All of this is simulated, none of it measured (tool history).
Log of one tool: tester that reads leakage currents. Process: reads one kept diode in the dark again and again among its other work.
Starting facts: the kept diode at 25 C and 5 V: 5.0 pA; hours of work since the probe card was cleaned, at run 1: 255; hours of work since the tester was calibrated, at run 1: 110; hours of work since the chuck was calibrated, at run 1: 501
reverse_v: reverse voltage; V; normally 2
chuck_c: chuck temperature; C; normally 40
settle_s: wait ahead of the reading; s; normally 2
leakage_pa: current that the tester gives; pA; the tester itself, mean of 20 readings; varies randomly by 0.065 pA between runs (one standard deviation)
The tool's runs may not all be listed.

run	hour	reverse_v	chuck_c	settle_s	hours of work since the probe card was cleaned	hours of work since the tester was calibrated	hours of work since the chuck was calibrated	leakage_pa
1	0	2	40	2	255	110	501	13.72
2	82.3	2	40	2	296	152	543	13.8
3	138.6	2	40	2	325	181	571	13.88
4	196	2	28	2	354	210	601	5.38
5	286.2	3.24	28	2	400	256	646	6.91
6	400.8	2	40	2	458	314	705	14
7	503.4	2	40	2	510	366	757	14.11
8	564.4	2	40	2	541	397	788	14
9	616.6	2	40	2	568	424	814	14.2
10	690.5	3.71	40	2	606	461	852	18.64
11	742.7	3.71	40	2	632	488	879	18.66
12	826.5	3.71	40	2	675	531	921	18.68
13	917.1	3.71	40	2	721	577	967	18.87
14	970.3	3.71	40	2	748	604	994	18.84
15	1085	2	40	2	806	662	1053	14.29
16	1200.7	2	40	2	865	721	1111	14.37
17	1277.4	2	40	2	904	760	1150	14.42
# hour 1286.9: chuck's temperature calibrated
18	1346.3	2	40	2.84	938	794	30	14.19
19	1437.3	2	40	8.98	984	840	76	14.09
20	1556.8	2	40	8.98	1045	901	137	14.16
21	1636.7	13.19	40	1.4	1086	941	178	39.79
22	1743.2	2	40	8.2	1140	996	232	14.22
23	1797.9	3.52	22	7.78	1167	1023	260	7.02
24	1853.1	3.52	22	7.78	1196	1051	288	7.12
25	1936.9	15.54	59	0.44	1238	1094	330	140.54
# hour 2030.4: chuck's temperature calibrated, once more
26	2051.2	1.51	22	0.44	1295	1151	11	4.84
27	2112.5	1.51	28	0.44	1326	1182	42	6.64
28	2234.9	1.51	28	0.44	1389	1245	104	6.65
29	2329.3	1.51	28	1.42	1437	1293	152	6.47
30	2440.5	2.7	40	2	1493	1349	208	19.03
31	2557.3	1.28	40	3.53	1553	1408	268	13.13
32	2663.7	1.28	40	3.53	1607	1463	322	13.12
33	2774	1.83	48	0.87	1663	1519	378	27.72
34	2846.3	1.83	48	0.87	1699	1555	415	27.75
35	2938.6	1.83	57	1.35	1746	1602	462	52.59
36	3042.3	3.64	49	4.36	1799	1655	514	40.38
37	3127.6	3.64	25	4.36	1842	1698	558	11.06
38	3230.8	3.64	25	4.36	1895	1751	610	11.29
39	3281.3	2.98	40	9.69	1921	1777	636	20.47

Some steps in leakage_pa between neighbouring runs. How much of each would the tool show without its hidden state too (settings, what came in, random variation), and how much is left for the hidden state, with any gauge scatter that isn't in both results?
Hidden state present: stray current of the dirty probe card, pA a volt; current scale over the true one, %; true chuck temperature over the reading, C; drift of the gauge itself on leakage_pa, %.
Run 20 -> 21: reverse_v 2 -> 13.19, settle_s 8.98 -> 1.4. leakage_pa +25.63 pA: hidden state +10.71, all else +14.92.
Run 21 -> 22: reverse_v 13.19 -> 2, settle_s 1.4 -> 8.2. leakage_pa -25.57 pA: hidden state -10.61, all else -14.96.
Run 24 -> 25: reverse_v 3.52 -> 15.54, chuck_c 22 -> 59, settle_s 7.78 -> 0.44. leakage_pa +133.42 pA: hidden state +0.71, all else +132.71.
Run 25 -> 26: reverse_v 15.54 -> 1.51, chuck_c 59 -> 22, chuck's temperature calibrated, once more. leakage_pa -135.7 pA: hidden state -2.52, all else -133.18.
Run 35 -> 36: reverse_v 1.83 -> 3.64, chuck_c 57 -> 49, settle_s 1.35 -> 4.36. leakage_pa -12.21 pA: hidden state +3.77, all else -15.98.
Run 36 -> 37: chuck_c 49 -> 25. leakage_pa -29.32 pA: hidden state +1.5, all else -30.82.
